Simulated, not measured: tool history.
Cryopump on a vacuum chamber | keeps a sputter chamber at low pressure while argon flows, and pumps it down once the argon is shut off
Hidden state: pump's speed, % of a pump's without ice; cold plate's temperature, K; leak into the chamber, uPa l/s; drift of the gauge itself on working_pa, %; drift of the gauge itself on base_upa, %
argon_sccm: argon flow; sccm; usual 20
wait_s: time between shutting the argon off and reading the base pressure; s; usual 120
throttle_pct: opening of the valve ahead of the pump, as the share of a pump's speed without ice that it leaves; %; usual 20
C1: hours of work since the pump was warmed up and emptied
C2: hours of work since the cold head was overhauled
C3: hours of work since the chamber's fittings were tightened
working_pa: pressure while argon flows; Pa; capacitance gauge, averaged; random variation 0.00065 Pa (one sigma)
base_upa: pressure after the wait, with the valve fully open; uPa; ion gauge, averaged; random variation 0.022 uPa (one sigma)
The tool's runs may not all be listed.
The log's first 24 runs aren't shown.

Run 25, day 11.346: usual settings but argon_sccm 8 sccm, wait_s 159 s, throttle_pct 16 %; C1 519; C2 519; C3 1489. Result: working_pa 0.0536 Pa, base_upa 1.98 uPa.
Run 26, day 11.846: usual settings but argon_sccm 19 sccm, wait_s 41 s, throttle_pct 16 %; C1 528; C2 528; C3 1499. Result: working_pa 0.1299 Pa, base_upa 2.86 uPa.
Run 27, day 12.292: usual settings but argon_sccm 17 sccm; C1 537; C2 537; C3 1507. Result: working_pa 0.0926 Pa, base_upa 2.12 uPa.
Run 28, day 12.8: usual settings but argon_sccm 17 sccm; C1 547; C2 547; C3 1517. Result: working_pa 0.0949 Pa, base_upa 2.15 uPa.
Run 29, day 13.508: usual settings but argon_sccm 14 sccm, wait_s 187 s, throttle_pct 41 %; C1 560; C2 560; C3 1530. Result: working_pa 0.0393 Pa, base_upa 2.01 uPa.
Run 30, day 14.071: usual settings but argon_sccm 14 sccm, wait_s 130 s, throttle_pct 47 %; C1 571; C2 571; C3 1541. Result: working_pa 0.0351 Pa, base_upa 2.1 uPa.
Run 31, day 14.662: usual settings but argon_sccm 35 sccm, wait_s 134 s, throttle_pct 32 %; C1 582; C2 582; C3 1553. Result: working_pa 0.125 Pa, base_upa 2.14 uPa.
Run 32, day 14.971: usual settings but argon_sccm 21 sccm, wait_s 20 s, throttle_pct 53 %; C1 588; C2 588; C3 1558. Result: working_pa 0.0472 Pa, base_upa 4.2 uPa.
Run 33, day 15.358: usual settings but argon_sccm 17 sccm, wait_s 57 s, throttle_pct 36 %; C1 596; C2 596; C3 1566. Result: working_pa 0.0539 Pa, base_upa 2.63 uPa.
Run 34, day 15.912: usual settings but argon_sccm 17 sccm, wait_s 57 s, throttle_pct 36 %; C1 606; C2 606; C3 1576. Result: working_pa 0.054 Pa, base_upa 2.59 uPa.

4 ways to go on from here, each from the tool as it stands after run 34. What would each give?
Run A, day 16.612: usual settings but argon_sccm 29 sccm; C1 620; C2 620; C3 1590. Result: working_pa ?, base_upa ?.
Run B, day 16.612: usual settings but throttle_pct 36 %; C1 620; C2 620; C3 1590. Result: working_pa ?, base_upa ?.
Run C, day 16.612: usual settings but wait_s 109 s, throttle_pct 33 %; C1 620; C2 620; C3 1590. Result: working_pa ?, base_upa ?.
Run D, day 16.612: usual settings but argon_sccm 22 sccm, wait_s 195 s, throttle_pct 36 %; C1 620; C2 620; C3 1590. Result: working_pa ?, base_upa ?.

run  working_pa  base_upa
  A      0.1606      2.19
  B      0.0638      2.25
  C      0.0687      2.28
  D      0.0706      2.14
Without the tool's hidden state the same runs would have given:
run  working_pa  base_upa
  A       0.153      0.59
  B      0.0585      0.57
  C      0.0635      0.62
  D      0.0648      0.45
